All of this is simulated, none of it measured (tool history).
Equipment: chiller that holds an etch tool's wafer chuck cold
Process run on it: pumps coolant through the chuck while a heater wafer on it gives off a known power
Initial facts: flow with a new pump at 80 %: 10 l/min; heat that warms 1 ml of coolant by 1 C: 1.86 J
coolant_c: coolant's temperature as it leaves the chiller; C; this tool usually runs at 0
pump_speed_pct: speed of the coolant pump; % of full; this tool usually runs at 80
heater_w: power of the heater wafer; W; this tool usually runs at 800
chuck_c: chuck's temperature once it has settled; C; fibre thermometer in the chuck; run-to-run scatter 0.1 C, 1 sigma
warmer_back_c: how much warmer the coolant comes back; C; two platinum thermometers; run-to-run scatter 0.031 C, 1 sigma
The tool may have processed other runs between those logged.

run 1 hour=0 | coolant_c=0 pump_speed_pct=80 heater_w=800 | chuck_c=5.8 warmer_back_c=2.58
-- hour=34.8 coolant changed, channels flushed
run 2 hour=65.5 | coolant_c=0 pump_speed_pct=80 heater_w=800 | chuck_c=5.6 warmer_back_c=2.57
run 3 hour=121.1 | coolant_c=0 pump_speed_pct=80 heater_w=836 | chuck_c=5.8 warmer_back_c=2.71
run 4 hour=185.5 | coolant_c=0 pump_speed_pct=80 heater_w=836 | chuck_c=5.6 warmer_back_c=2.65
run 5 hour=268.2 | coolant_c=0 pump_speed_pct=80 heater_w=836 | chuck_c=5.7 warmer_back_c=2.66
run 6 hour=362 | coolant_c=0 pump_speed_pct=80 heater_w=836 | chuck_c=5.9 warmer_back_c=2.63
run 7 hour=420.1 | coolant_c=0 pump_speed_pct=80 heater_w=836 | chuck_c=5.9 warmer_back_c=2.63
run 8 hour=463 | coolant_c=0 pump_speed_pct=80 heater_w=836 | chuck_c=5.9 warmer_back_c=2.65
run 9 hour=557.8 | coolant_c=-4 pump_speed_pct=80 heater_w=800 | chuck_c=1.6 warmer_back_c=2.5
run 10 hour=637 | coolant_c=0 pump_speed_pct=80 heater_w=800 | chuck_c=5.7 warmer_back_c=2.53
run 11 hour=690 | coolant_c=0 pump_speed_pct=80 heater_w=800 | chuck_c=5.6 warmer_back_c=2.53
run 12 hour=752.6 | coolant_c=0 pump_speed_pct=80 heater_w=932 | chuck_c=6.5 warmer_back_c=2.88
run 13 hour=833 | coolant_c=0 pump_speed_pct=80 heater_w=932 | chuck_c=6.4 warmer_back_c=2.86
run 14 hour=878.8 | coolant_c=0 pump_speed_pct=80 heater_w=1004 | chuck_c=7 warmer_back_c=3.13
run 15 hour=973.5 | coolant_c=0 pump_speed_pct=80 heater_w=1004 | chuck_c=6.9 warmer_back_c=3.13
run 16 hour=1067.6 | coolant_c=0 pump_speed_pct=80 heater_w=1004 | chuck_c=7 warmer_back_c=3.1
run 17 hour=1155.6 | coolant_c=1 pump_speed_pct=88 heater_w=411 | chuck_c=3.8 warmer_back_c=1.08
run 18 hour=1212.7 | coolant_c=1 pump_speed_pct=88 heater_w=411 | chuck_c=3.7 warmer_back_c=1.03
run 19 hour=1308.2 | coolant_c=-3 pump_speed_pct=95 heater_w=761 | chuck_c=1.6 warmer_back_c=1.9
run 20 hour=1353.5 | coolant_c=-3 pump_speed_pct=95 heater_w=761 | chuck_c=1.5 warmer_back_c=1.92
run 21 hour=1442.8 | coolant_c=-6 pump_speed_pct=95 heater_w=1157 | chuck_c=0.9 warmer_back_c=2.96
run 22 hour=1510.1 | coolant_c=4 pump_speed_pct=95 heater_w=514 | chuck_c=7.2 warmer_back_c=1.27
run 23 hour=1555.7 | coolant_c=4 pump_speed_pct=95 heater_w=514 | chuck_c=7.1 warmer_back_c=1.21
run 24 hour=1640.9 | coolant_c=4 pump_speed_pct=95 heater_w=514 | chuck_c=7.1 warmer_back_c=1.25
run 25 hour=1720.6 | coolant_c=4 pump_speed_pct=95 heater_w=514 | chuck_c=7.2 warmer_back_c=1.2
run 26 hour=1808.6 | coolant_c=4 pump_speed_pct=95 heater_w=514 | chuck_c=7.1 warmer_back_c=1.21
run 27 hour=1890.8 | coolant_c=7 pump_speed_pct=80 heater_w=800 | chuck_c=12.6 warmer_back_c=2.35
run 28 hour=1959 | coolant_c=-7 pump_speed_pct=67 heater_w=503 | chuck_c=-3 warmer_back_c=1.64
run 29 hour=2040.1 | coolant_c=8 pump_speed_pct=77 heater_w=609 | chuck_c=12.5 warmer_back_c=1.8
run 30 hour=2087.9 | coolant_c=8 pump_speed_pct=77 heater_w=609 | chuck_c=12.4 warmer_back_c=1.73
run 31 hour=2148.4 | coolant_c=8 pump_speed_pct=77 heater_w=609 | chuck_c=12.3 warmer_back_c=1.82

What if the next run were any one of these 4? Each begins from the tool's condition after run 31:
run A hour=2236.6 | coolant_c=4 pump_speed_pct=87 heater_w=609 | chuck_c=? warmer_back_c=?
run B hour=2236.6 | coolant_c=-7 pump_speed_pct=79 heater_w=431 | chuck_c=? warmer_back_c=?
run C hour=2236.6 | coolant_c=3 pump_speed_pct=76 heater_w=905 | chuck_c=? warmer_back_c=?
run D hour=2236.6 | coolant_c=-2 pump_speed_pct=77 heater_w=609 | chuck_c=? warmer_back_c=?

run=A chuck_c=8 warmer_back_c=1.55
run=B chuck_c=-4 warmer_back_c=1.12
run=C chuck_c=9.7 warmer_back_c=2.8
run=D chuck_c=2.5 warmer_back_c=1.76
Take away the tool's hidden state, keep each run's random variation, and the runs would have read:
run=A chuck_c=7.9 warmer_back_c=1.82
run=B chuck_c=-4 warmer_back_c=1.4
run=C chuck_c=9.7 warmer_back_c=3.07
run=D chuck_c=2.5 warmer_back_c=2.03
